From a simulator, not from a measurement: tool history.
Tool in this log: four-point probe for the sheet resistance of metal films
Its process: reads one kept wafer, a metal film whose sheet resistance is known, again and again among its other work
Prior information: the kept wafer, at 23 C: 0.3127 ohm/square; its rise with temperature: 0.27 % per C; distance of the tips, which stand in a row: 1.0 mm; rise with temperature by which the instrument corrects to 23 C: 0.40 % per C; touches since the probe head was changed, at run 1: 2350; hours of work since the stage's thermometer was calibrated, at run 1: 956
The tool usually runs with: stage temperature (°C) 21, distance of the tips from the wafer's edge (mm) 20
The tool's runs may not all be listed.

run	day	stage temperature (°C)	distance of the tips from the wafer's edge (mm)	touches since the probe head was changed	hours of work since the stage's thermometer was calibrated	sheet resistance as the instrument gives it (ohm/square)
1	0	21	20	2350	956	0.31405
2	2.721	21	39	4507	993	0.313658
3	3.996	21	39	5515	1010	0.31369
4	6.608	21	20	7585	1046	0.313966
5	7.875	21	3	8587	1063	0.331266
6	10.612	21	53	10758	1100	0.313621
7	12.862	20	20	12537	1130	0.314359
8	14.879	23	7	14137	1158	0.316222
9	16.625	30	51	15519	1181	0.309882
10	19.188	30	51	17549	1216	0.310012
11	20.567	19	6	18642	1235	0.319144
12	22.188	22	16	19925	1257	0.313808
13	23.4	21	41	20886	1273	0.313637
14	26.125	19	54	23042	1310	0.314351

Forecast each of these 4 alternatives for the next run:
A	27.508	30	28	24138	1329	?
B	27.508	19	9	24138	1329	?
C	27.508	25	8	24138	1329	?
D	27.508	21	9	24138	1329	?

run	sheet resistance as the instrument gives it (ohm/square)
A	0.310064
B	0.316521
C	0.314472
D	0.315666
The same runs, with their run-to-run variation unchanged, on a tool lacking any hidden condition would have given:
run	sheet resistance as the instrument gives it (ohm/square)
A	0.310061
B	0.316517
C	0.314469
D	0.315662
